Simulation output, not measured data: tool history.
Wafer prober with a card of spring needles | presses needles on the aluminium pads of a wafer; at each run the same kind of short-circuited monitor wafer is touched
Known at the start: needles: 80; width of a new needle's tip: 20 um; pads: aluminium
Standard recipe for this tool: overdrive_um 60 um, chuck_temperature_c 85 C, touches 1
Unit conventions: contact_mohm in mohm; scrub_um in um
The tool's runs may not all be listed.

Run 1, hour 0.0: usual settings. Result: contact_mohm 319 mohm, scrub_um 8.45 um.
At hour 4.1: tips cleaned on abrasive film.
Run 2, hour 10.3: usual settings. Result: contact_mohm 329 mohm, scrub_um 8.46 um.
At hour 11.5: tips cleaned on abrasive film.
Run 3, hour 15.8: usual settings. Result: contact_mohm 329 mohm, scrub_um 8.58 um.
At hour 18.8: tips cleaned on abrasive film.
Run 4, hour 25.3: usual settings. Result: contact_mohm 336 mohm, scrub_um 8.37 um.
At hour 26.1: tips cleaned on abrasive film.
At hour 33.0: tips cleaned on abrasive film.
Run 5, hour 34.2: usual settings but chuck_temperature_c 95 C. Result: contact_mohm 309 mohm, scrub_um 8.38 um.
At hour 39.8: tips cleaned on abrasive film.
Run 6, hour 45.0: usual settings but chuck_temperature_c 95 C. Result: contact_mohm 337 mohm, scrub_um 8.40 um.
At hour 46.6: tips cleaned on abrasive film.
Run 7, hour 52.4: usual settings but chuck_temperature_c 95 C. Result: contact_mohm 340 mohm, scrub_um 8.43 um.
At hour 53.6: tips cleaned on abrasive film.
Run 8, hour 59.2: usual settings but chuck_temperature_c 95 C. Result: contact_mohm 340 mohm, scrub_um 8.39 um.
At hour 60.2: height of the first contact set anew.
At hour 61.0: tips cleaned on abrasive film.
At hour 67.8: tips cleaned on abrasive film.
Run 9, hour 67.8: usual settings but overdrive_um 75 um, chuck_temperature_c 95 C. Result: contact_mohm 297 mohm, scrub_um 9.96 um.
At hour 74.7: tips cleaned on abrasive film.
Run 10, hour 76.3: usual settings but chuck_temperature_c 28 C. Result: contact_mohm 300 mohm, scrub_um 7.72 um.
At hour 81.7: tips cleaned on abrasive film.
Run 11, hour 87.9: usual settings but chuck_temperature_c 66 C. Result: contact_mohm 336 mohm, scrub_um 7.78 um.
At hour 88.8: tips cleaned on abrasive film.
At hour 95.7: tips cleaned on abrasive film.
Run 12, hour 97.1: usual settings but chuck_temperature_c 66 C. Result: contact_mohm 311 mohm, scrub_um 7.75 um.
At hour 103.0: tips cleaned on abrasive film.
Run 13, hour 105.7: usual settings. Result: contact_mohm 325 mohm, scrub_um 7.70 um.
At hour 109.8: tips cleaned on abrasive film.
Run 14, hour 113.7: usual settings. Result: contact_mohm 334 mohm, scrub_um 7.63 um.
At hour 116.5: tips cleaned on abrasive film.
At hour 120.9: height of the first contact set anew, once more.
Run 15, hour 120.9: usual settings. Result: contact_mohm 322 mohm, scrub_um 9.29 um.
At hour 123.6: tips cleaned on abrasive film.
Run 16, hour 125.9: usual settings but overdrive_um 45 um. Result: contact_mohm 334 mohm, scrub_um 6.90 um.
At hour 130.5: tips cleaned on abrasive film.
Run 17, hour 134.8: usual settings but overdrive_um 59 um, chuck_temperature_c 59 C, touches 2. Result: contact_mohm 306 mohm, scrub_um 9.18 um.
At hour 138.1: tips cleaned on abrasive film.
At hour 145.5: tips cleaned on abrasive film.
Run 18, hour 145.5: usual settings but overdrive_um 59 um, chuck_temperature_c 106 C. Result: contact_mohm 310 mohm, scrub_um 9.02 um.
At hour 152.9: tips cleaned on abrasive film.
Run 19, hour 155.5: usual settings but overdrive_um 52 um, chuck_temperature_c 31 C, touches 3. Result: contact_mohm 289 mohm, scrub_um 8.07 um.
At hour 159.9: tips cleaned on abrasive film.
Run 20, hour 163.2: usual settings but overdrive_um 59 um, chuck_temperature_c 60 C. Result: contact_mohm 312 mohm, scrub_um 9.08 um.
At hour 167.0: tips cleaned on abrasive film.
Run 21, hour 171.1: usual settings but overdrive_um 59 um, chuck_temperature_c 60 C. Result: contact_mohm 312 mohm, scrub_um 9.14 um.
At hour 173.7: tips cleaned on abrasive film.
At hour 180.6: tips cleaned on abrasive film.
Run 22, hour 181.6: usual settings but overdrive_um 59 um, chuck_temperature_c 60 C. Result: contact_mohm 300 mohm, scrub_um 8.93 um.
At hour 188.0: tips cleaned on abrasive film.
Run 23, hour 191.3: usual settings but overdrive_um 59 um, chuck_temperature_c 60 C. Result: contact_mohm 312 mohm, scrub_um 9.03 um.
At hour 195.0: tips cleaned on abrasive film.
Run 24, hour 197.4: usual settings but overdrive_um 41 um, chuck_temperature_c 101 C. Result: contact_mohm 345 mohm, scrub_um 6.23 um.
At hour 201.8: tips cleaned on abrasive film.
Run 25, hour 205.2: usual settings. Result: contact_mohm 319 mohm, scrub_um 9.10 um.
At hour 208.8: tips cleaned on abrasive film.
Run 26, hour 212.9: usual settings. Result: contact_mohm 321 mohm, scrub_um 9.21 um.
At hour 215.9: tips cleaned on abrasive film.
At hour 222.7: tips cleaned on abrasive film.
Run 27, hour 225.2: usual settings. Result: contact_mohm 312 mohm, scrub_um 9.02 um.
At hour 229.6: tips cleaned on abrasive film.
Run 28, hour 230.7: usual settings but touches 3. Result: contact_mohm 300 mohm, scrub_um 9.17 um.
Run 29, hour 235.6: usual settings but touches 3. Result: contact_mohm 311 mohm, scrub_um 9.04 um.
At hour 236.8: tips cleaned on abrasive film.
Run 30, hour 241.3: usual settings but touches 3. Result: contact_mohm 305 mohm, scrub_um 9.00 um.
At hour 244.4: tips cleaned on abrasive film.
At hour 251.3: tips cleaned on abrasive film.
Run 31, hour 252.6: usual settings but touches 3. Result: contact_mohm 306 mohm, scrub_um 9.06 um.

Here are 3 independent what-if runs from the current tool condition. What would each one return?
At hour 258.0: tips cleaned on abrasive film.
Run A, hour 264.5: usual settings but chuck_temperature_c 83 C. Result: contact_mohm ?, scrub_um ?.
At hour 258.0: tips cleaned on abrasive film.
Run B, hour 264.5: usual settings but overdrive_um 43 um, chuck_temperature_c 59 C, touches 3. Result: contact_mohm ?, scrub_um ?.
At hour 258.0: tips cleaned on abrasive film.
Run C, hour 264.5: usual settings but overdrive_um 52 um, chuck_temperature_c 107 C, touches 3. Result: contact_mohm ?, scrub_um ?.

run  contact_mohm  scrub_um
  A           336      9.12
  B           323      6.41
  C           328      7.78
Without the tool's unlogged condition, the same runs would have read:
run  contact_mohm  scrub_um
  A           295      9.43
  B           291      6.72
  C           306      8.08
